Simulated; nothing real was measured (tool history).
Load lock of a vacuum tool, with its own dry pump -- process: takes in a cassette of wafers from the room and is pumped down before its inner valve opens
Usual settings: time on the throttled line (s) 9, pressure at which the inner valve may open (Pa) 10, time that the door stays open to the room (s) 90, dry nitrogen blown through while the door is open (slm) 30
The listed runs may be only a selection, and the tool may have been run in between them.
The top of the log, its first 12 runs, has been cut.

| run | day | time on the throttled line (s) | pressure at which the inner valve may open (Pa) | time that the door stays open to the room (s) | dry nitrogen blown through while the door is open (slm) | hours that the pump has run since its overhaul | times that the door has closed on its seal | incoming humidity of the room's air, % | time from the closed door until the inner valve may open (s) | rise of the pressure with all valves shut (Pa/min) |
|---|---|---|---|---|---|---|---|---|---|---|
| 13 | 76.900 | 9 | 10 | 90 | 30 | 10301 | 30924 | 47.0 | 25.0 | 0.378 |
| 14 | 86.621 | 9 | 10 | 90 | 30 | 10534 | 31979 | 46.6 | 25.2 | 0.403 |
| 15 | 96.242 | 9 | 10 | 90 | 30 | 10765 | 33023 | 44.3 | 24.8 | 0.408 |
| 16 | 105.421 | 9 | 10 | 90 | 30 | 10985 | 34020 | 45.5 | 24.9 | 0.431 |
| 17 | 113.479 | 9 | 10 | 90 | 30 | 11179 | 34895 | 45.3 | 25.1 | 0.443 |
| 18 | 117.883 | 9 | 10 | 90 | 30 | 11285 | 35373 | 45.3 | 25.1 | 0.447 |
| 19 | 122.554 | 9 | 10 | 90 | 30 | 11397 | 35881 | 47.1 | 24.8 | 0.466 |
| 20 | 128.179 | 9 | 10 | 90 | 30 | 11532 | 36491 | 45.5 | 24.8 | 0.474 |
|  | 130.588 | dry pump taken out, an overhauled one fitted |
| 21 | 133.658 | 10 | 17 | 90 | 8 | 74 | 37059 | 45.1 | 21.1 | 0.516 |
| 22 | 142.233 | 10 | 17 | 90 | 8 | 279 | 37990 | 45.2 | 21.7 | 0.538 |
| 23 | 148.667 | 10 | 17 | 90 | 8 | 434 | 38688 | 46.3 | 20.5 | 0.548 |
| 24 | 157.879 | 10 | 17 | 90 | 8 | 655 | 39689 | 42.4 | 21.3 | 0.543 |
| 25 | 167.888 | 10 | 17 | 90 | 8 | 895 | 40776 | 46.0 | 21.2 | 0.577 |
| 26 | 174.342 | 10 | 17 | 90 | 8 | 1050 | 41476 | 44.7 | 21.1 | 0.590 |
| 27 | 181.812 | 10 | 17 | 90 | 8 | 1229 | 42287 | 45.0 | 21.5 | 0.618 |
| 28 | 189.400 | 10 | 18 | 90 | 8 | 1411 | 43111 | 47.7 | 21.6 | 0.621 |
| 29 | 196.538 | 5 | 10 | 205 | 6 | 1583 | 43886 | 46.1 | 19.0 | 0.692 |
| 30 | 203.662 | 5 | 10 | 205 | 6 | 1754 | 44660 | 46.1 | 19.6 | 0.690 |
| 31 | 210.908 | 5 | 10 | 205 | 6 | 1928 | 45447 | 44.3 | 19.3 | 0.708 |
| 32 | 218.333 | 5 | 10 | 205 | 6 | 2106 | 46253 | 44.4 | 19.5 | 0.725 |
| 33 | 226.754 | 5 | 10 | 205 | 6 | 2308 | 47167 | 46.8 | 19.3 | 0.761 |
|  | 234.725 | door's seal changed, seat wiped |
| 34 | 234.812 | 5 | 13 | 40 | 28 | 2500 | 9 | 43.1 | 19.2 | 0.051 |
| 35 | 241.412 | 5 | 13 | 40 | 28 | 2658 | 726 | 45.0 | 19.3 | 0.051 |
| 36 | 245.779 | 9 | 15 | 90 | 33 | 2763 | 1200 | 47.9 | 20.8 | 0.067 |
| 37 | 253.454 | 9 | 15 | 90 | 33 | 2947 | 2033 | 45.7 | 21.5 | 0.064 |

3 ways to go on from here, each from the tool as it stands after run 37. What would each give?
| A | 263.279 | 9 | 15 | 90 | 17 | 3183 | 3100 | 44.0 | ? | ? |
| B | 263.279 | 9 | 12 | 90 | 33 | 3183 | 3100 | 45.3 | ? | ? |
| C | 263.279 | 11 | 15 | 147 | 11 | 3183 | 3100 | 43.5 | ? | ? |

| run | time from the closed door until the inner valve may open (s) | rise of the pressure with all valves shut (Pa/min) |
|---|---|---|
| A | 21.5 | 0.091 |
| B | 21.9 | 0.075 |
| C | 22.9 | 0.122 |
Take away the tool's hidden state, keep each run's random variation, and the runs would have read:
| run | time from the closed door until the inner valve may open (s) | rise of the pressure with all valves shut (Pa/min) |
|---|---|---|
| A | 20.5 | 0.079 |
| B | 21.0 | 0.064 |
| C | 22.1 | 0.110 |
